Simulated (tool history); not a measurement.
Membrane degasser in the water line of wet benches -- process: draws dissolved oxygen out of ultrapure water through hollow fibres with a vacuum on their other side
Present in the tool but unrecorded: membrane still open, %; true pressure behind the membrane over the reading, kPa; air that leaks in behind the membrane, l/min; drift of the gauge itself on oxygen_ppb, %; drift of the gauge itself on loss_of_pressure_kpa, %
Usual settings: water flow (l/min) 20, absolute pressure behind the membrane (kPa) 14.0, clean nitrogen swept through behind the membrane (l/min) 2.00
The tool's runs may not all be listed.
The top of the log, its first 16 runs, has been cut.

run    hour  water flow (l/min)  absolute pressure behind the membrane (kPa)  clean nitrogen swept through behind the membrane (l/min)  hours since the membrane was changed  hours since the vacuum gauge was calibrated  hours since the vacuum lines were made tight  dissolved oxygen in the water behind the degasser (ppb)  pressure that the water loses in the fibres (kPa)
 17  1286.9                  20                                         15.3                                                      0.88                                  3765                                         6448                                          3131                                                    866.4                                              68.69
 18  1395.7                  21                                         10.7                                                      2.16                                  3874                                         6557                                          3240                                                    502.4                                              72.16
 19  1510.4                  16                                         14.0                                                      3.24                                  3988                                         6672                                          3355                                                    334.3                                              55.03
 20  1609.3                  31                                         12.8                                                      3.24                                  4087                                         6771                                          3453                                                    830.8                                             106.26
 21  1698.8                  15                                         27.9                                                      2.67                                  4177                                         6860                                          3543                                                    494.4                                              51.16
     1744.8  -- vacuum gauge calibrated
 22  1754.9                  15                                         27.9                                                      2.67                                  4232                                           10                                          3599                                                    488.8                                              50.94
 23  1841.6                  17                                         16.4                                                      5.61                                  4319                                           97                                          3685                                                    332.9                                              58.31
 24  1908.5                  17                                         16.4                                                      5.61                                  4386                                          164                                          3752                                                    335.5                                              58.25
 25  1978.0                  15                                         16.4                                                      5.61                                  4455                                          233                                          3822                                                    272.1                                              51.44
 26  2062.9                  27                                         12.9                                                      2.04                                  4540                                          318                                          3907                                                    771.6                                              91.89
 27  2180.0                  27                                         12.9                                                      2.04                                  4657                                          435                                          4024                                                    778.0                                              91.81
 28  2272.0                  27                                         12.9                                                      0.99                                  4749                                          527                                          4116                                                    984.5                                              92.34
 29  2343.0                  27                                         12.9                                                      0.99                                  4820                                          598                                          4187                                                    992.1                                              92.27
 30  2442.3                  27                                         10.9                                                      0.99                                  4920                                          697                                          4286                                                    909.6                                              92.12
 31  2497.8                  20                                         32.5                                                      2.00                                  4975                                          753                                          4341                                                    905.6                                              68.04
 32  2564.9                  20                                         32.5                                                      2.00                                  5042                                          820                                          4409                                                    905.5                                              68.16

Below are 4 alternative next runs, each starting from the tool's condition after run 32. Predict each:
  A  2625.3                  14                                          8.8                                                      5.67                                  5103                                          881                                          4469                                                        ?                                                  ?
  B  2625.3                  26                                         11.5                                                      1.38                                  5103                                          881                                          4469                                                        ?                                                  ?
  C  2625.3                  26                                         14.0                                                      2.00                                  5103                                          881                                          4469                                                        ?                                                  ?
  D  2625.3                  24                                         32.7                                                      2.50                                  5103                                          881                                          4469                                                        ?                                                  ?

run  dissolved oxygen in the water behind the degasser (ppb)  pressure that the water loses in the fibres (kPa)
  A                                                    192.6                                              47.32
  B                                                    785.3                                              88.59
  C                                                    777.3                                              88.94
  D                                                    985.1                                              81.85
Without the tool's hidden state the same runs would have given:
run  dissolved oxygen in the water behind the degasser (ppb)  pressure that the water loses in the fibres (kPa)
  A                                                    192.4                                              48.24
  B                                                    784.9                                              90.29
  C                                                    776.9                                              90.65
  D                                                    984.7                                              83.42
